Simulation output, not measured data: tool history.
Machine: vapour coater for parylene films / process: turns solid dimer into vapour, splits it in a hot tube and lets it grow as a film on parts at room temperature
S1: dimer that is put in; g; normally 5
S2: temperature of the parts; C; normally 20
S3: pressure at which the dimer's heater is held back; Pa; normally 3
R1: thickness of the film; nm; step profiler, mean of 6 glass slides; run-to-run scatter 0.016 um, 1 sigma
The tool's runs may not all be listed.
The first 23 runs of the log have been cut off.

run 24 hour=569.6 | S1=8 S2=20 S3=3 | R1=4790
run 25 hour=590.8 | S1=8 S2=20 S3=3 | R1=4800
run 26 hour=625.4 | S1=5 S2=27 S3=3 | R1=2290
run 27 hour=657.1 | S1=5 S2=27 S3=3 | R1=2280
run 28 hour=687.3 | S1=7 S2=21 S3=3.36 | R1=3960
run 29 hour=703.9 | S1=3 S2=25 S3=3.48 | R1=1430
run 30 hour=738 | S1=3 S2=25 S3=3.48 | R1=1440
run 31 hour=759.9 | S1=4 S2=18 S3=2.57 | R1=2680
run 32 hour=778.6 | S1=4 S2=18 S3=2.57 | R1=2680
run 33 hour=814 | S1=4 S2=18 S3=2.57 | R1=2670
-- hour=836.6 trap's valve overhauled
run 34 hour=837.3 | S1=8 S2=12 S3=6.66 | R1=5340
run 35 hour=856.5 | S1=3 S2=20 S3=3 | R1=1810
run 36 hour=884.1 | S1=3 S2=20 S3=5.91 | R1=1530
run 37 hour=910.9 | S1=3 S2=23 S3=5.3 | R1=1400
run 38 hour=939.5 | S1=3 S2=23 S3=5.3 | R1=1400
run 39 hour=969.6 | S1=5 S2=20 S3=3 | R1=2990
run 40 hour=986.5 | S1=5 S2=20 S3=3 | R1=3010
run 41 hour=1007 | S1=4 S2=20 S3=4.96 | R1=2120
run 42 hour=1034.7 | S1=2 S2=20 S3=2.4 | R1=1250
run 43 hour=1063.2 | S1=2 S2=20 S3=2.4 | R1=1280
run 44 hour=1085.7 | S1=2 S2=20 S3=2.4 | R1=1270
run 45 hour=1105.1 | S1=3 S2=20 S3=3.89 | R1=1710
run 46 hour=1127.3 | S1=3 S2=17 S3=3 | R1=2020
run 47 hour=1158.5 | S1=4 S2=29 S3=5.28 | R1=1490
run 48 hour=1192.1 | S1=7 S2=15 S3=2.99 | R1=5070

Predict each of these 3 candidate next runs independently; none follows another, all start after run 48:
run A hour=1220 | S1=4 S2=17 S3=5.1 | R1=?
run B hour=1220 | S1=5 S2=18 S3=2.66 | R1=?
run C hour=1220 | S1=8 S2=20 S3=2.99 | R1=?

run=A R1=2370
run=B R1=3350
run=C R1=4790
With the hidden condition removed and each run's random variation left untouched, the same runs would have given:
run=A R1=2370
run=B R1=3360
run=C R1=4800
